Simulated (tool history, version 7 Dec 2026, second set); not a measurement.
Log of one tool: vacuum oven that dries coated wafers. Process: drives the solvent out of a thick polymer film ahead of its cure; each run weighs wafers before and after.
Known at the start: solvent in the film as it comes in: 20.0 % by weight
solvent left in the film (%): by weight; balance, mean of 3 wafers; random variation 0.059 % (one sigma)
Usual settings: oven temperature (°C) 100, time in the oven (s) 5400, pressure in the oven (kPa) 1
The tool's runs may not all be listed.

run 1 hour=0 | oven_temperature_(°C)=100 time_in_the_oven_(s)=5400 pressure_in_the_oven_(kPa)=1 | solvent_left_in_the_film_(%)=3.55
run 2 hour=8.2 | oven_temperature_(°C)=89 time_in_the_oven_(s)=5400 pressure_in_the_oven_(kPa)=1 | solvent_left_in_the_film_(%)=8.32
run 3 hour=24.6 | oven_temperature_(°C)=89 time_in_the_oven_(s)=5400 pressure_in_the_oven_(kPa)=1 | solvent_left_in_the_film_(%)=8.12
run 4 hour=34.7 | oven_temperature_(°C)=100 time_in_the_oven_(s)=5400 pressure_in_the_oven_(kPa)=1 | solvent_left_in_the_film_(%)=3.47
run 5 hour=45.2 | oven_temperature_(°C)=100 time_in_the_oven_(s)=5400 pressure_in_the_oven_(kPa)=1 | solvent_left_in_the_film_(%)=3.51
run 6 hour=53.5 | oven_temperature_(°C)=100 time_in_the_oven_(s)=5400 pressure_in_the_oven_(kPa)=1 | solvent_left_in_the_film_(%)=3.38
run 7 hour=63.5 | oven_temperature_(°C)=86 time_in_the_oven_(s)=5400 pressure_in_the_oven_(kPa)=1 | solvent_left_in_the_film_(%)=9.24
run 8 hour=79.7 | oven_temperature_(°C)=100 time_in_the_oven_(s)=5400 pressure_in_the_oven_(kPa)=1 | solvent_left_in_the_film_(%)=3.49
run 9 hour=97.8 | oven_temperature_(°C)=100 time_in_the_oven_(s)=5400 pressure_in_the_oven_(kPa)=1 | solvent_left_in_the_film_(%)=3.51
run 10 hour=116.6 | oven_temperature_(°C)=100 time_in_the_oven_(s)=5400 pressure_in_the_oven_(kPa)=1 | solvent_left_in_the_film_(%)=3.5
run 11 hour=132.4 | oven_temperature_(°C)=100 time_in_the_oven_(s)=5400 pressure_in_the_oven_(kPa)=1 | solvent_left_in_the_film_(%)=3.5
run 12 hour=142.7 | oven_temperature_(°C)=100 time_in_the_oven_(s)=5400 pressure_in_the_oven_(kPa)=1 | solvent_left_in_the_film_(%)=3.37
run 13 hour=154.6 | oven_temperature_(°C)=100 time_in_the_oven_(s)=5400 pressure_in_the_oven_(kPa)=1 | solvent_left_in_the_film_(%)=3.54
run 14 hour=163.2 | oven_temperature_(°C)=107 time_in_the_oven_(s)=5400 pressure_in_the_oven_(kPa)=1 | solvent_left_in_the_film_(%)=1.67
run 15 hour=177.5 | oven_temperature_(°C)=107 time_in_the_oven_(s)=5400 pressure_in_the_oven_(kPa)=1 | solvent_left_in_the_film_(%)=1.65
run 16 hour=196 | oven_temperature_(°C)=100 time_in_the_oven_(s)=5400 pressure_in_the_oven_(kPa)=1 | solvent_left_in_the_film_(%)=3.52
run 17 hour=209.5 | oven_temperature_(°C)=100 time_in_the_oven_(s)=5400 pressure_in_the_oven_(kPa)=1 | solvent_left_in_the_film_(%)=3.54
run 18 hour=223.2 | oven_temperature_(°C)=100 time_in_the_oven_(s)=5400 pressure_in_the_oven_(kPa)=1 | solvent_left_in_the_film_(%)=3.4
run 19 hour=231 | oven_temperature_(°C)=107 time_in_the_oven_(s)=5400 pressure_in_the_oven_(kPa)=1 | solvent_left_in_the_film_(%)=1.72
run 20 hour=245.3 | oven_temperature_(°C)=100 time_in_the_oven_(s)=5400 pressure_in_the_oven_(kPa)=1 | solvent_left_in_the_film_(%)=3.65
run 21 hour=262.2 | oven_temperature_(°C)=100 time_in_the_oven_(s)=8940 pressure_in_the_oven_(kPa)=1 | solvent_left_in_the_film_(%)=1.95
run 22 hour=280.7 | oven_temperature_(°C)=100 time_in_the_oven_(s)=8940 pressure_in_the_oven_(kPa)=1 | solvent_left_in_the_film_(%)=1.88
run 23 hour=291.8 | oven_temperature_(°C)=100 time_in_the_oven_(s)=5280 pressure_in_the_oven_(kPa)=1 | solvent_left_in_the_film_(%)=3.76
run 24 hour=300.1 | oven_temperature_(°C)=92 time_in_the_oven_(s)=5280 pressure_in_the_oven_(kPa)=1 | solvent_left_in_the_film_(%)=6.87
run 25 hour=310.1 | oven_temperature_(°C)=92 time_in_the_oven_(s)=5280 pressure_in_the_oven_(kPa)=3.93 | solvent_left_in_the_film_(%)=9.8
run 26 hour=318 | oven_temperature_(°C)=92 time_in_the_oven_(s)=5280 pressure_in_the_oven_(kPa)=3.93 | solvent_left_in_the_film_(%)=9.67
run 27 hour=333.2 | oven_temperature_(°C)=115 time_in_the_oven_(s)=4260 pressure_in_the_oven_(kPa)=0.72 | solvent_left_in_the_film_(%)=0.78
run 28 hour=350.9 | oven_temperature_(°C)=88 time_in_the_oven_(s)=4800 pressure_in_the_oven_(kPa)=3.67 | solvent_left_in_the_film_(%)=11.65
run 29 hour=359.4 | oven_temperature_(°C)=88 time_in_the_oven_(s)=4800 pressure_in_the_oven_(kPa)=3.67 | solvent_left_in_the_film_(%)=11.83
run 30 hour=367.3 | oven_temperature_(°C)=88 time_in_the_oven_(s)=4800 pressure_in_the_oven_(kPa)=3.67 | solvent_left_in_the_film_(%)=11.69
run 31 hour=381.8 | oven_temperature_(°C)=88 time_in_the_oven_(s)=4800 pressure_in_the_oven_(kPa)=0.77 | solvent_left_in_the_film_(%)=9.06
run 32 hour=395.4 | oven_temperature_(°C)=88 time_in_the_oven_(s)=4800 pressure_in_the_oven_(kPa)=0.77 | solvent_left_in_the_film_(%)=9.22
run 33 hour=403.6 | oven_temperature_(°C)=88 time_in_the_oven_(s)=4800 pressure_in_the_oven_(kPa)=0.77 | solvent_left_in_the_film_(%)=9.07
run 34 hour=411.7 | oven_temperature_(°C)=113 time_in_the_oven_(s)=2940 pressure_in_the_oven_(kPa)=0.77 | solvent_left_in_the_film_(%)=2.18
run 35 hour=430.5 | oven_temperature_(°C)=96 time_in_the_oven_(s)=6360 pressure_in_the_oven_(kPa)=0.56 | solvent_left_in_the_film_(%)=4.08
run 36 hour=442.7 | oven_temperature_(°C)=96 time_in_the_oven_(s)=6360 pressure_in_the_oven_(kPa)=0.56 | solvent_left_in_the_film_(%)=4.17
run 37 hour=460.3 | oven_temperature_(°C)=96 time_in_the_oven_(s)=6360 pressure_in_the_oven_(kPa)=0.56 | solvent_left_in_the_film_(%)=4.05
run 38 hour=476.4 | oven_temperature_(°C)=100 time_in_the_oven_(s)=3300 pressure_in_the_oven_(kPa)=1 | solvent_left_in_the_film_(%)=5.88
run 39 hour=484.5 | oven_temperature_(°C)=98 time_in_the_oven_(s)=5400 pressure_in_the_oven_(kPa)=3.07 | solvent_left_in_the_film_(%)=5.97
run 40 hour=496.5 | oven_temperature_(°C)=100 time_in_the_oven_(s)=5400 pressure_in_the_oven_(kPa)=0.51 | solvent_left_in_the_film_(%)=3
run 41 hour=515.8 | oven_temperature_(°C)=102 time_in_the_oven_(s)=5400 pressure_in_the_oven_(kPa)=1.12 | solvent_left_in_the_film_(%)=2.86
run 42 hour=533.7 | oven_temperature_(°C)=100 time_in_the_oven_(s)=8040 pressure_in_the_oven_(kPa)=1 | solvent_left_in_the_film_(%)=2.01
run 43 hour=544 | oven_temperature_(°C)=100 time_in_the_oven_(s)=6000 pressure_in_the_oven_(kPa)=1.19 | solvent_left_in_the_film_(%)=3.11
run 44 hour=559.1 | oven_temperature_(°C)=100 time_in_the_oven_(s)=6000 pressure_in_the_oven_(kPa)=1.19 | solvent_left_in_the_film_(%)=3.05
run 45 hour=576.2 | oven_temperature_(°C)=100 time_in_the_oven_(s)=6000 pressure_in_the_oven_(kPa)=1.19 | solvent_left_in_the_film_(%)=3.13
run 46 hour=592.2 | oven_temperature_(°C)=88 time_in_the_oven_(s)=8820 pressure_in_the_oven_(kPa)=1 | solvent_left_in_the_film_(%)=5.84
run 47 hour=600.5 | oven_temperature_(°C)=88 time_in_the_oven_(s)=8700 pressure_in_the_oven_(kPa)=0.8 | solvent_left_in_the_film_(%)=5.76

Taken out of this log: 3 entries between the listed runs. Where each belongs, and how the hidden state differs across it:
Between runs 2 and 3: oven's thermocouples calibrated (hour 11.4)
  true wafer temperature over the reading, C: -0.8 -> -0.18; true pressure over the reading, kPa: 0.219 -> 0.224
  measured less the result without the state, solvent left in the film (%): +0.56 -> +0.3
Between runs 31 and 32: vacuum gauge cleaned of residue and calibrated (hour 384.5)
  true wafer temperature over the reading, C: -0.41 -> -0.42; true pressure over the reading, kPa: 0.351 -> 0.483
  measured less the result without the state, solvent left in the film (%): +0.49 -> +0.61
Between runs 37 and 38: vacuum gauge cleaned of residue and calibrated, once more (hour 476.4)
  true wafer temperature over the reading, C: -0.46 -> -0.47; true pressure over the reading, kPa: 0.506 -> -0.019
  measured less the result without the state, solvent left in the film (%): +0.64 -> +0.18

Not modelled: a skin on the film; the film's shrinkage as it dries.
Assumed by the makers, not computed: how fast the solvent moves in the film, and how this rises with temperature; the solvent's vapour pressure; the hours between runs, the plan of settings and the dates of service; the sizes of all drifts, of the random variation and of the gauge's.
